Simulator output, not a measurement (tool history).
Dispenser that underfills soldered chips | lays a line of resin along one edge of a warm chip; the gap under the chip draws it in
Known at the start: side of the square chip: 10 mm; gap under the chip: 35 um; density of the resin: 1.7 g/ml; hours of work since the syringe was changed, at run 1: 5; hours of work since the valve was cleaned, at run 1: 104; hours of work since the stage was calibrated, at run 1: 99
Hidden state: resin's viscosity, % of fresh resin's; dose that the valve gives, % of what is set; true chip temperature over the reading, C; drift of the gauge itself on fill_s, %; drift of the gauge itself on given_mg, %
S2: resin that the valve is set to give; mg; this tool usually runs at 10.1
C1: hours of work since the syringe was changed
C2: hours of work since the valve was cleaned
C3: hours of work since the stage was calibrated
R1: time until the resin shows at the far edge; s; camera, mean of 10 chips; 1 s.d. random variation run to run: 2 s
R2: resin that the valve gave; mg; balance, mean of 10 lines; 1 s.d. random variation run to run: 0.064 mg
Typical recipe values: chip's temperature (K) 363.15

Run 1, day 0: usual settings; C1 5; C2 104; C3 99. Result: R1 242.3 s, R2 9.69 mg.
Run 2, day 0.104: usual settings; C1 7; C2 105; C3 100. Result: R1 255.8 s, R2 9.56 mg.
At day 0.325: new syringe of resin.
Run 3, day 0.329: usual settings; C1 0; C2 109; C3 104. Result: R1 195.6 s, R2 9.67 mg.
At day 0.458: dispensing valve cleaned and set on the balance.
Run 4, day 0.525: usual settings but chip's temperature (K) 351.15; C1 3; C2 1; C3 106. Result: R1 306.5 s, R2 10.02 mg.
Run 5, day 0.721: usual settings but chip's temperature (K) 351.15; C1 6; C2 4; C3 110. Result: R1 356 s, R2 10.11 mg.
Run 6, day 0.879: usual settings but chip's temperature (K) 351.15; C1 9; C2 7; C3 112. Result: R1 388.5 s, R2 10.1 mg.
At day 0.967: new syringe of resin.
Run 7, day 1.012: usual settings; C1 1; C2 9; C3 114. Result: R1 204.7 s, R2 9.96 mg.
Run 8, day 1.117: usual settings; C1 3; C2 11; C3 116. Result: R1 222.2 s, R2 10.12 mg.
Run 9, day 1.288: usual settings but chip's temperature (K) 368.15; C1 5; C2 14; C3 119. Result: R1 213.8 s, R2 10.02 mg.
Run 10, day 1.475: usual settings but chip's temperature (K) 372.15, S2 9.3 mg; C1 9; C2 17; C3 122. Result: R1 225.9 s, R2 9.25 mg.
At day 1.575: new syringe of resin.
Run 11, day 1.629: usual settings but chip's temperature (K) 372.15, S2 9.3 mg; C1 1; C2 19; C3 124. Result: R1 164.3 s, R2 9.25 mg.
Run 12, day 1.788: usual settings but chip's temperature (K) 365.15, S2 12.9 mg; C1 4; C2 22; C3 127. Result: R1 210.5 s, R2 12.74 mg.
Run 13, day 1.925: usual settings but chip's temperature (K) 361.15, S2 12.1 mg; C1 6; C2 24; C3 129. Result: R1 265.5 s, R2 12.02 mg.
Run 14, day 2.025: usual settings but chip's temperature (K) 361.15, S2 12.1 mg; C1 8; C2 26; C3 131. Result: R1 278.6 s, R2 11.92 mg.
At day 2.179: new syringe of resin.
Run 15, day 2.238: usual settings but chip's temperature (K) 361.15, S2 12.1 mg; C1 1; C2 29; C3 134. Result: R1 210.1 s, R2 11.85 mg.
Run 16, day 2.404: usual settings but chip's temperature (K) 370.15, S2 8.8 mg; C1 4; C2 32; C3 137. Result: R1 190.9 s, R2 8.73 mg.

Entry by entry between the runs, the difference in hidden state between the last listed run before and the first listed run after:
Between runs 2 and 3: new syringe of resin (day 0.325)
  resin's viscosity, % of fresh resin's: 130.3 -> 99.1; dose that the valve gives, % of what is set: 95.47 -> 95.32; true chip temperature over the reading, C: -0.08 -> -0.07
  measured value less the no-hidden-state value, R1: +60.7 -> -0.4 s; R2: -0.45 -> -0.48 mg
Between runs 3 and 4: dispensing valve cleaned and set on the balance (day 0.458)
  resin's viscosity, % of fresh resin's: 99.1 -> 109.9; dose that the valve gives, % of what is set: 95.32 -> 99.85; true chip temperature over the reading, C: -0.07 -> -0.06
  measured value less the no-hidden-state value, R1: -0.4 -> +28.3 s; R2: -0.48 -> -0.01 mg
Between runs 6 and 7: new syringe of resin (day 0.967)
  resin's viscosity, % of fresh resin's: 139.7 -> 103.2; dose that the valve gives, % of what is set: 99.61 -> 99.53
  measured value less the no-hidden-state value, R1: +111 -> +6.7 s; R2: -0.04 -> -0.05 mg
Between runs 10 and 11: new syringe of resin (day 1.575)
  resin's viscosity, % of fresh resin's: 141.3 -> 103.2; dose that the valve gives, % of what is set: 99.22 -> 99.14
  measured value less the no-hidden-state value, R1: +66.3 -> +5.4 s; R2: -0.07 -> -0.08 mg
Between runs 14 and 15: new syringe of resin (day 2.179)
  resin's viscosity, % of fresh resin's: 135.1 -> 102.5; dose that the valve gives, % of what is set: 98.86 -> 98.71; true chip temperature over the reading, C: 0.01 -> 0.02
  measured value less the no-hidden-state value, R1: +72.5 -> +5.1 s; R2: -0.14 -> -0.16 mg
